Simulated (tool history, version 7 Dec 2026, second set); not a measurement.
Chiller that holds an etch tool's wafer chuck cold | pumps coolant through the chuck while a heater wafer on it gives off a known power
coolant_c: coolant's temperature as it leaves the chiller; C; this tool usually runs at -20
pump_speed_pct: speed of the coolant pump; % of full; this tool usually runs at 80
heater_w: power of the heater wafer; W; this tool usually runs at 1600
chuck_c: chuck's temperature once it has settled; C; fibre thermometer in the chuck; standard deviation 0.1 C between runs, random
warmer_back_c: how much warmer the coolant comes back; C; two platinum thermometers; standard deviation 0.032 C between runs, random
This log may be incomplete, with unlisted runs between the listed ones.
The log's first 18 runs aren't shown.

| run | hour | coolant_c | pump_speed_pct | heater_w | chuck_c | warmer_back_c |
|---|---|---|---|---|---|---|
| 19 | 809 | -20 | 64 | 1890 | -5.1 | 5.85 |
| 20 | 859.4 | -20 | 60 | 1600 | -6.6 | 5.31 |
| 21 | 899.3 | -20 | 60 | 1600 | -6.6 | 5.28 |
| 22 | 958.3 | -21 | 97 | 2383 | -7.2 | 4.78 |
| 23 | 987.1 | -26 | 63 | 1767 | -11.3 | 5.51 |
| 24 | 1051.4 | -30 | 60 | 880 | -22.3 | 2.98 |
| 25 | 1114.4 | -20 | 65 | 2212 | -2.4 | 6.76 |
| 26 | 1168.9 | -20 | 65 | 2212 | -2.5 | 6.86 |
| 27 | 1229.1 | -19 | 80 | 970 | -12.1 | 2.37 |
| 28 | 1269.4 | -24 | 80 | 986 | -17 | 2.45 |
|  | 1290.2 | chiller's thermometer calibrated |
| 29 | 1320.6 | -15 | 76 | 1117 | -7.3 | 2.92 |
| 30 | 1382.6 | -20 | 72 | 2345 | -3.3 | 6.48 |
| 31 | 1414.6 | -26 | 65 | 2136 | -9.3 | 6.62 |

What if the next run were any one of these 5? Each begins from the tool's condition after run 31:
| A | 1461.3 | -23 | 80 | 919 | ? | ? |
| B | 1461.3 | -14 | 74 | 908 | ? | ? |
| C | 1461.3 | -15 | 87 | 1172 | ? | ? |
| D | 1461.3 | -20 | 72 | 1600 | ? | ? |
| E | 1461.3 | -29 | 65 | 2049 | ? | ? |

| run | chuck_c | warmer_back_c |
|---|---|---|
| A | -16.8 | 2.3 |
| B | -7.7 | 2.45 |
| C | -7.8 | 2.67 |
| D | -8.4 | 4.42 |
| E | -13 | 6.36 |
With the hidden condition removed and each run's random variation left untouched, the same runs would have given:
| run | chuck_c | warmer_back_c |
|---|---|---|
| A | -17.5 | 2.18 |
| B | -8.4 | 2.32 |
| C | -8.6 | 2.52 |
| D | -9.6 | 4.18 |
| E | -14.6 | 6.02 |

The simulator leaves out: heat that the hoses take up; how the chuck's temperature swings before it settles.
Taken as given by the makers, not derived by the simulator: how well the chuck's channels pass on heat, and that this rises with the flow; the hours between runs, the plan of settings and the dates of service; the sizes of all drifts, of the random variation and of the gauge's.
